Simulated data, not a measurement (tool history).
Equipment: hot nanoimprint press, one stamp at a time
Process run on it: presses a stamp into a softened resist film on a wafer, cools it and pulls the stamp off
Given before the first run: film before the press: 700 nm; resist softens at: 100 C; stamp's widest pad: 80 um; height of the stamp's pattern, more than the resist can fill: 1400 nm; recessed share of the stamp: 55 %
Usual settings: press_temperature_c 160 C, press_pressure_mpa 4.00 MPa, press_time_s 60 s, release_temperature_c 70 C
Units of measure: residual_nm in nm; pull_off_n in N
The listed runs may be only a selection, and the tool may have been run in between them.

run,hour,press_temperature_c,press_pressure_mpa,press_time_s,release_temperature_c,residual_nm,pull_off_n
1,0.0,160,4.00,60,70,439.6,201
2,25.1,152,4.00,60,70,574.7,201
3,44.5,160,4.00,60,70,443.3,208
4,62.7,160,4.00,53,70,465.5,205
5,74.1,160,4.00,60,70,447.2,215
6,89.0,160,4.00,108,70,377.2,211
7,110.7,160,4.00,60,70,447.0,191
8,121.4,160,3.69,60,70,462.9,194
9,136.5,160,3.69,60,70,462.2,195
10,147.7,160,4.00,60,70,448.9,198
11,166.8,160,3.74,60,70,467.2,195
12,185.9,160,2.82,60,70,505.1,205
13,210.8,160,2.82,60,70,503.7,207
14,235.6,160,4.00,60,70,454.2,204
15,250.9,160,4.00,60,70,475.1,212
16,274.3,160,4.00,38,59,527.6,256
17,294.3,165,4.00,60,70,395.0,219
18,332.8,170,6.19,45,74,279.6,188
19,352.6,165,3.25,45,58,455.6,245
20,375.3,165,2.82,45,72,429.5,184
21,391.4,165,2.82,45,72,426.1,187
22,411.5,154,5.38,68,60,459.8,232
23,424.9,154,5.36,88,62,424.8,225
24,448.2,154,5.36,88,62,431.1,227
25,463.5,158,5.36,32,62,485.9,232
26,480.3,156,4.00,60,59,487.1,249
27,499.7,152,4.00,60,59,559.5,247
28,529.3,152,4.00,60,59,562.7,227
29,552.6,152,4.01,60,56,560.7,240

Not shown: 6 entries that the log had between the listed runs. Between which runs, and how does the tool's hidden state differ before and after?
Run 6 -> run 7: stamp cleaned and given a new release coat (hour 102.9)
  true temperature over the reading, C: -1.52 -> -1.56; pressure that arrives at the usual setting, %: 95.87 -> 95.79; grip of the stamp's worn release coat, % over a new coat's: 10.9 -> 0.5
  measured less the result without the state, residual_nm: +32.0 -> +33.2 nm; pull_off_n: +26 -> +6 N
Run 14 -> run 15: plate thermocouple calibrated (hour 244.1)
  true temperature over the reading, C: -1.88 -> -3.07; pressure that arrives at the usual setting, %: 95.19 -> 95.14; grip of the stamp's worn release coat, % over a new coat's: 8 -> 8.7
  measured less the result without the state, residual_nm: +39.8 -> +60.2 nm; pull_off_n: +21 -> +28 N
Run 17 -> run 18: stamp cleaned and given a new release coat (hour 302.0); press's hydraulic seals changed and the load cell set to zero (hour 315.2)
  true temperature over the reading, C: -3.17 -> -3.24; pressure that arrives at the usual setting, %: 94.94 -> 99.79; grip of the stamp's worn release coat, % over a new coat's: 11.3 -> 1.4
  measured less the result without the state, residual_nm: +57.9 -> +39.2 nm; pull_off_n: +33 -> +13 N
Run 19 -> run 20: plate thermocouple calibrated, once more (hour 369.6)
  true temperature over the reading, C: -3.29 -> 0.06; pressure that arrives at the usual setting, %: 99.71 -> 99.62; grip of the stamp's worn release coat, % over a new coat's: 2.6 -> 3.7
  measured less the result without the state, residual_nm: +52.5 -> -0.5 nm; pull_off_n: +17 -> +7 N
Run 27 -> run 28: stamp cleaned and given a new release coat (hour 508.6)
  true temperature over the reading, C: -0.27 -> -0.33; pressure that arrives at the usual setting, %: 99.05 -> 98.95; grip of the stamp's worn release coat, % over a new coat's: 11.2 -> 1.2
  measured less the result without the state, residual_nm: +5.4 -> +6.6 nm; pull_off_n: +26 -> +4 N
